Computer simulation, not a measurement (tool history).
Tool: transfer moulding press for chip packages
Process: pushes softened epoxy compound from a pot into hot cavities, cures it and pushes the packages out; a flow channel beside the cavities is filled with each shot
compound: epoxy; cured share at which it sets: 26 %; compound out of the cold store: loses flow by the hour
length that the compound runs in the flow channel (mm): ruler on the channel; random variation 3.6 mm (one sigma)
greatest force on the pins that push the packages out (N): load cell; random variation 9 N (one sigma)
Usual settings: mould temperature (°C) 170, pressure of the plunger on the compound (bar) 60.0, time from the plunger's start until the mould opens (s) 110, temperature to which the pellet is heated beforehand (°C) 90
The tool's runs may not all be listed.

run,day,mould temperature (°C),pressure of the plunger on the compound (bar),time from the plunger's start until the mould opens (s),temperature to which the pellet is heated beforehand (°C),incoming compound's hours out of the cold store,length that the compound runs in the flow channel (mm),greatest force on the pins that push the packages out (N)
1,0.000,170,60.0,110,90,25.1,935,450
2,0.625,170,60.0,110,90,41.3,865,507
3,1.183,170,60.0,110,90,38.7,872,553
4,1.708,170,60.0,110,90,17.3,982,587
5,2.071,170,60.0,110,88,46.9,829,575
6,2.492,170,60.4,110,90,47.8,831,612
# day 2.596: cavities cleaned with cleaning compound and waxed
7,3.071,170,60.4,110,90,13.4,992,468
8,3.529,170,63.2,110,90,15.0,1007,511
9,3.958,170,60.0,110,90,9.2,1011,552
10,4.483,170,60.0,110,90,38.0,870,579
11,4.904,170,60.0,110,90,35.5,878,601
# day 5.400: cavities cleaned with cleaning compound and waxed
12,5.462,167,60.0,110,90,11.7,997,445
13,5.767,167,68.1,110,90,20.9,1015,487
14,6.100,170,60.0,110,90,44.8,824,477
15,6.504,170,60.0,110,90,16.6,958,507
16,7.100,175,60.0,110,83,16.1,943,550
# day 7.308: plunger's sealing rings changed
17,7.808,170,59.5,110,95,40.9,872,600
18,8.188,175,54.9,94,90,17.6,924,611
# day 8.300: cavities cleaned with cleaning compound and waxed
19,8.721,167,54.7,97,83,10.3,992,584
20,9.371,173,58.4,93,97,19.8,939,539
# day 9.725: mould's thermocouples calibrated
21,10.058,173,58.4,93,97,28.3,898,571
22,10.683,166,48.6,121,85,41.8,788,589
23,11.079,166,48.6,121,85,40.8,785,604
# day 11.183: cavities cleaned with cleaning compound and waxed
24,11.650,166,49.8,121,86,24.5,868,470
25,12.133,166,49.8,121,86,42.3,791,513
26,12.612,170,60.0,110,83,30.0,910,526
27,13.250,166,51.8,111,96,45.8,785,624
28,13.658,166,49.3,115,87,29.0,842,635

4 ways to go on from here, each from the tool as it stands after run 28. What would each give?
# day 13.979: cavities cleaned with cleaning compound and waxed
A,14.317,167,60.0,110,90,46.1,?,?
# day 13.979: cavities cleaned with cleaning compound and waxed
B,14.317,167,49.3,115,81,47.4,?,?
# day 13.979: cavities cleaned with cleaning compound and waxed
C,14.317,170,49.3,95,80,42.5,?,?
# day 13.979: cavities cleaned with cleaning compound and waxed
D,14.317,166,47.2,115,87,32.6,?,?

run,length that the compound runs in the flow channel (mm),greatest force on the pins that push the packages out (N)
A,839,470
B,759,463
C,763,474
D,803,471
Without the tool's hidden state the same runs would have given:
run,length that the compound runs in the flow channel (mm),greatest force on the pins that push the packages out (N)
A,865,422
B,781,417
C,786,425
D,828,424
